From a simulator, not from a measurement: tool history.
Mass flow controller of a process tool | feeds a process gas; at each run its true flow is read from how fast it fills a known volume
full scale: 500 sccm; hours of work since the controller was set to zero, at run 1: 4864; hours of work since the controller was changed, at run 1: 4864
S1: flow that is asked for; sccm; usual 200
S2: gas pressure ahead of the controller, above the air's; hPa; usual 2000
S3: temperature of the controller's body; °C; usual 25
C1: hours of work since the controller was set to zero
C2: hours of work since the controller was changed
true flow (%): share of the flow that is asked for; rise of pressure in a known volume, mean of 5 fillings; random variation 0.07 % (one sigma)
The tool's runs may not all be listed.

Run 1, hour 0.0: usual settings; C1 4864; C2 4864. Result: true flow (%) 98.79.
Run 2, hour 238.1: usual settings; C1 5000; C2 5000. Result: true flow (%) 98.94.
Run 3, hour 401.8: usual settings; C1 5093; C2 5093. Result: true flow (%) 98.98.
Run 4, hour 793.7: usual settings; C1 5317; C2 5317. Result: true flow (%) 98.70.
Run 5, hour 1014.3: usual settings; C1 5443; C2 5443. Result: true flow (%) 98.70.
Run 6, hour 1363.5: usual settings; C1 5643; C2 5643. Result: true flow (%) 98.75.
At hour 1409.5: controller's zero set anew.
Run 7, hour 1569.6: usual settings but S3 30 °C; C1 91; C2 5760. Result: true flow (%) 99.00.
Run 8, hour 1909.2: usual settings; C1 285; C2 5954. Result: true flow (%) 98.64.
Run 9, hour 2265.6: usual settings but S3 39 °C; C1 489; C2 6157. Result: true flow (%) 99.20.
Run 10, hour 2432.9: usual settings but S3 39 °C; C1 584; C2 6253. Result: true flow (%) 99.34.
Run 11, hour 2716.4: usual settings but S3 39 °C; C1 746; C2 6415. Result: true flow (%) 99.04.
Run 12, hour 3105.0: usual settings but S3 30 °C; C1 968; C2 6637. Result: true flow (%) 98.67.
Run 13, hour 3285.0: usual settings but S3 30 °C; C1 1071; C2 6739. Result: true flow (%) 98.65.
Run 14, hour 3531.1: usual settings but S1 337 sccm, S3 35 °C; C1 1211; C2 6880. Result: true flow (%) 99.34.
Run 15, hour 3787.7: usual settings but S1 337 sccm, S3 35 °C; C1 1358; C2 7026. Result: true flow (%) 99.26.
Run 16, hour 4176.6: usual settings but S1 388 sccm, S2 2630 hPa, S3 32 °C; C1 1580; C2 7249. Result: true flow (%) 98.89.
Run 17, hour 4516.3: usual settings but S1 90 sccm, S2 1600 hPa, S3 24 °C; C1 1774; C2 7443. Result: true flow (%) 97.81.
Run 18, hour 4782.9: usual settings but S1 90 sccm, S2 1600 hPa, S3 24 °C; C1 1926; C2 7595. Result: true flow (%) 97.84.
Run 19, hour 5074.3: usual settings but S1 90 sccm, S2 1600 hPa, S3 24 °C; C1 2093; C2 7761. Result: true flow (%) 97.64.
Run 20, hour 5376.6: usual settings but S1 90 sccm, S2 1600 hPa, S3 24 °C; C1 2265; C2 7934. Result: true flow (%) 97.69.

4 ways to go on from here, each from the tool as it stands after run 20. What would each give?
Run A, hour 5608.4: usual settings but S1 90 sccm, S2 1600 hPa, S3 21 °C; C1 2398; C2 8066. Result: true flow (%) ?.
Run B, hour 5608.4: usual settings but S1 153 sccm, S2 1870 hPa; C1 2398; C2 8066. Result: true flow (%) ?.
Run C, hour 5608.4: usual settings but S3 30 °C; C1 2398; C2 8066. Result: true flow (%) ?.
Run D, hour 5608.4: usual settings but S1 321 sccm, S2 2220 hPa; C1 2398; C2 8066. Result: true flow (%) ?.

run  true flow (%)
  A          97.33
  B          97.84
  C          98.02
  D          98.29
Without the tool's hidden state the same runs would have given:
run  true flow (%)
  A          98.32
  B          98.82
  C          99.00
  D          99.28

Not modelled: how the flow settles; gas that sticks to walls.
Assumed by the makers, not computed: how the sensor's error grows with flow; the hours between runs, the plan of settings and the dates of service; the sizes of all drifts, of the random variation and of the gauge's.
